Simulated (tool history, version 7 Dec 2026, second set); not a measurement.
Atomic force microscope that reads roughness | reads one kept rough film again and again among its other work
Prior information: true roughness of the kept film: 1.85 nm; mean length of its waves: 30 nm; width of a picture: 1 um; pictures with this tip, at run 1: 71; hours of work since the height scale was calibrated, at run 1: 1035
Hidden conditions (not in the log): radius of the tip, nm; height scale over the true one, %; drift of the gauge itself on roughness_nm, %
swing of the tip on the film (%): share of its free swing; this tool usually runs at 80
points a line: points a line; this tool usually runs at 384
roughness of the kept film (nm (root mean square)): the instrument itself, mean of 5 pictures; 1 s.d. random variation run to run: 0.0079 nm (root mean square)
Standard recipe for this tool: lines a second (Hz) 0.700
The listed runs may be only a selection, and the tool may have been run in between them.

run   hour  lines a second (Hz)  swing of the tip on the film (%)  points a line  pictures with this tip  hours of work since the height scale was calibrated  roughness of the kept film (nm (root mean square))
  1    0.0                0.700                                80            384                      71                                                 1035                                               1.683
      15.1  -- new tip fitted
  2   37.6                0.700                                80            384                      42                                                 1059                                               1.673
      68.1  -- new tip fitted
  3   68.1                0.700                                80            384                       0                                                 1078                                               1.698
  4  106.6                0.700                                80            384                      71                                                 1103                                               1.683
     120.4  -- new tip fitted
  5  144.6                0.700                                80            833                      44                                                 1127                                               1.700
  6  167.4                0.700                                80            833                      86                                                 1142                                               1.692
     174.5  -- new tip fitted
  7  186.2                0.700                                80            833                      21                                                 1153                                               1.711
  8  205.3                0.700                                80            833                      56                                                 1166                                               1.713
     229.2  -- new tip fitted
  9  244.3                1.406                                80            384                      28                                                 1190                                               1.639
 10  270.6                1.406                                80            384                      76                                                 1207                                               1.626
     282.0  -- new tip fitted
 11  310.3                0.700                                80            384                      52                                                 1233                                               1.686
     335.3  -- new tip fitted
 12  338.1                0.700                                73            472                       5                                                 1250                                               1.706

Expected results for the next run?
 13  375.5                2.765                                73            409                      74                                                 1274                                                   ?

{"run 13": {"roughness of the kept film (nm (root mean square))": 1.579}}
With the hidden condition absent and the run-to-run variation left alone, this run would have shown roughness of the kept film (nm (root mean square)) 1.582.
